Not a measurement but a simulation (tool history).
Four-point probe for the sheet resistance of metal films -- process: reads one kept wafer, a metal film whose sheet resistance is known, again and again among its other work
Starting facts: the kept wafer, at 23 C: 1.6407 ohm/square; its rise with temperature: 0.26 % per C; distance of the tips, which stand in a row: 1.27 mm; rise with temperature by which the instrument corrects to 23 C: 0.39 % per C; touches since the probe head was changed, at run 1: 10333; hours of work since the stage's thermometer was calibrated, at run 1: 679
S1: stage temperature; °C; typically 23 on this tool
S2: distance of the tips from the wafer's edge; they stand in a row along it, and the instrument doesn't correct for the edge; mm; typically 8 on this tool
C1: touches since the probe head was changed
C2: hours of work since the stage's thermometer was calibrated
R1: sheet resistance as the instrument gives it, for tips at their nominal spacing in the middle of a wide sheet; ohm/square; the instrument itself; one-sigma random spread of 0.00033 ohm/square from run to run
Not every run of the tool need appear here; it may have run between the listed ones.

Run 1, hour 0: usual settings; C1 10333; C2 679. Result: R1 1.663448 ohm/square.
Run 2, hour 17.4: usual settings; C1 10823; C2 690. Result: R1 1.663433 ohm/square.
Run 3, hour 36.8: usual settings; C1 11372; C2 702. Result: R1 1.663307 ohm/square.
Run 4, hour 57.6: usual settings; C1 11958; C2 716. Result: R1 1.663031 ohm/square.
Run 5, hour 68.3: usual settings; C1 12259; C2 723. Result: R1 1.663008 ohm/square.
Run 6, hour 86.2: usual settings; C1 12763; C2 734. Result: R1 1.663211 ohm/square.
Run 7, hour 99.4: usual settings; C1 13135; C2 743. Result: R1 1.66275 ohm/square.
Run 8, hour 108.9: usual settings; C1 13405; C2 749. Result: R1 1.662832 ohm/square.
Run 9, hour 122.4: usual settings but S1 34 °C; C1 13785; C2 757. Result: R1 1.640736 ohm/square.
Run 10, hour 144.8: usual settings; C1 14414; C2 772. Result: R1 1.662741 ohm/square.
Run 11, hour 164.5: usual settings; C1 14972; C2 784. Result: R1 1.662981 ohm/square.
Run 12, hour 186: usual settings; C1 15576; C2 798. Result: R1 1.663245 ohm/square.
Run 13, hour 200.6: usual settings; C1 15988; C2 807. Result: R1 1.662882 ohm/square.
Run 14, hour 213.7: usual settings; C1 16358; C2 816. Result: R1 1.662686 ohm/square.
Run 15, hour 232.2: usual settings but S2 55 mm; C1 16881; C2 828. Result: R1 1.641874 ohm/square.
Run 16, hour 245.6: usual settings but S2 55 mm; C1 17258; C2 836. Result: R1 1.641042 ohm/square.
Run 17, hour 263.1: usual settings but S2 55 mm; C1 17750; C2 847. Result: R1 1.641512 ohm/square.
Run 18, hour 280.4: usual settings but S2 55 mm; C1 18239; C2 858. Result: R1 1.641365 ohm/square.
Run 19, hour 293.2: usual settings but S2 17 mm; C1 18599; C2 867. Result: R1 1.644923 ohm/square.
Run 20, hour 314.8: usual settings but S2 17 mm; C1 19208; C2 881. Result: R1 1.645999 ohm/square.
Run 21, hour 335.7: usual settings but S2 17 mm; C1 19798; C2 894. Result: R1 1.645595 ohm/square.
Run 22, hour 358.3: usual settings; C1 20436; C2 908. Result: R1 1.662171 ohm/square.
Run 23, hour 370.6: usual settings; C1 20782; C2 916. Result: R1 1.662448 ohm/square.
Run 24, hour 386.8: usual settings but S1 19 °C, S2 63 mm; C1 21238; C2 927. Result: R1 1.649079 ohm/square.
Run 25, hour 403.8: usual settings but S1 20 °C, S2 27 mm; C1 21719; C2 938. Result: R1 1.648868 ohm/square.
Run 26, hour 416.1: usual settings but S1 20 °C, S2 27 mm; C1 22064; C2 945. Result: R1 1.648825 ohm/square.
Run 27, hour 429.4: usual settings but S1 20 °C, S2 27 mm; C1 22439; C2 954. Result: R1 1.649027 ohm/square.
Run 28, hour 452.6: usual settings but S1 25 °C, S2 12 mm; C1 23095; C2 969. Result: R1 1.646066 ohm/square.
Run 29, hour 464.7: usual settings but S1 19 °C, S2 38 mm; C1 23435; C2 977. Result: R1 1.650221 ohm/square.
Run 30, hour 486.4: usual settings but S1 19 °C, S2 35 mm; C1 24048; C2 990. Result: R1 1.649922 ohm/square.
Run 31, hour 505.8: usual settings but S1 19 °C, S2 6 mm; C1 24595; C2 1003. Result: R1 1.687736 ohm/square.
Run 32, hour 520: usual settings but S1 19 °C, S2 4 mm; C1 24995; C2 1012. Result: R1 1.733337 ohm/square.
Run 33, hour 535.8: usual settings but S1 19 °C, S2 4 mm; C1 25440; C2 1022. Result: R1 1.733746 ohm/square.
Run 34, hour 554.7: usual settings but S1 20 °C, S2 5 mm; C1 25972; C2 1034. Result: R1 1.701278 ohm/square.
Run 35, hour 575.6: usual settings but S2 31 mm; C1 26562; C2 1048. Result: R1 1.641631 ohm/square.
Run 36, hour 593.9: usual settings but S2 29 mm; C1 27078; C2 1059. Result: R1 1.641407 ohm/square.
Run 37, hour 608.9: usual settings but S1 24 °C, S2 10 mm; C1 27502; C2 1069. Result: R1 1.652645 ohm/square.
Run 38, hour 620.4: usual settings but S1 31 °C, S2 26 mm; C1 27824; C2 1076. Result: R1 1.625755 ohm/square.
Run 39, hour 643.2: usual settings but S1 28 °C; C1 28468; C2 1091. Result: R1 1.651587 ohm/square.
Run 40, hour 665.5: usual settings but S1 24 °C, S2 72 mm; C1 29098; C2 1105. Result: R1 1.637098 ohm/square.
Run 41, hour 685.5: usual settings but S1 24 °C, S2 72 mm; C1 29661; C2 1118. Result: R1 1.637511 ohm/square.
Run 42, hour 704.9: usual settings but S1 24 °C, S2 72 mm; C1 30208; C2 1130. Result: R1 1.638141 ohm/square.
Run 43, hour 727.6: usual settings but S1 25 °C, S2 48 mm; C1 30849; C2 1145. Result: R1 1.6363 ohm/square.
Run 44, hour 741.3: usual settings but S1 21 °C, S2 5 mm; C1 31234; C2 1154. Result: R1 1.698728 ohm/square.
Run 45, hour 763.1: usual settings but S1 21 °C, S2 5 mm; C1 31850; C2 1168. Result: R1 1.699067 ohm/square.

A few steps of R1 between consecutive runs. Split each: what settings, incoming material and random variation would produce without the hidden state, and what is left over for the hidden state, along with gauge scatter present in only one of the two compared results (measured, and without hidden state):
Hidden conditions of the tool in this case: inner tips' distance over the nominal, %; tips' flats over new ones', %; wafer's true temperature over the reading, C; drift of the gauge itself on sheet_ohm, %.
Run 8 -> 9: S1 23 -> 34. R1 -0.022096 ohm/square: hidden state -0.000066, all else -0.02203.
Run 27 -> 28: S1 20 -> 25, S2 27 -> 12. R1 -0.002961 ohm/square: hidden state -0.000065, all else -0.002896.
Run 31 -> 32: S2 6 -> 4. R1 +0.045601 ohm/square: hidden state -0.000042, all else +0.045643.
Run 34 -> 35: S1 20 -> 23, S2 5 -> 31. R1 -0.059647 ohm/square: hidden state -0.000041, all else -0.059606.
Run 42 -> 43: S1 24 -> 25, S2 72 -> 48. R1 -0.001841 ohm/square: hidden state -0.000054, all else -0.001787.
Run 43 -> 44: S1 25 -> 21, S2 48 -> 5. R1 +0.062428 ohm/square: hidden state -0.000044, all else +0.062472.
